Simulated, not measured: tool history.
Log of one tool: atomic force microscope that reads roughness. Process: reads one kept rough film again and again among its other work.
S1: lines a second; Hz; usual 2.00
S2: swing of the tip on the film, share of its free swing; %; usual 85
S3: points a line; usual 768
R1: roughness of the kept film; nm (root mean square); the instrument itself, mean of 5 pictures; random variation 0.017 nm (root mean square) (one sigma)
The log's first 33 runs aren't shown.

run,hour,S1,S2,S3,R1
34,587.2,0.74,83,603,4.240
35,601.5,2.77,56,358,4.288
36,623.0,2.77,56,358,4.243
37,634.6,2.77,56,358,4.212
38,649.5,2.77,56,358,4.181
39,664.4,1.01,56,640,4.265
40,676.4,0.96,85,934,4.070
41,702.3,1.90,68,346,4.012
42,724.9,2.35,84,346,3.702
43,739.7,1.21,85,768,3.886
44,764.0,1.21,85,768,3.853
45,781.6,2.24,68,768,3.886
# hour 787.9: new tip fitted
46,805.1,0.55,60,597,4.501
47,821.7,2.00,70,469,4.282

Forecast each of these 3 alternatives for the next run:
A,846.4,2.11,67,307,?
B,846.4,2.00,85,667,?
C,846.4,3.23,56,951,?

run,R1
A,4.258
B,3.986
C,4.321
Without the tool's hidden state the same runs would have given:
run,R1
A,4.360
B,4.083
C,4.426
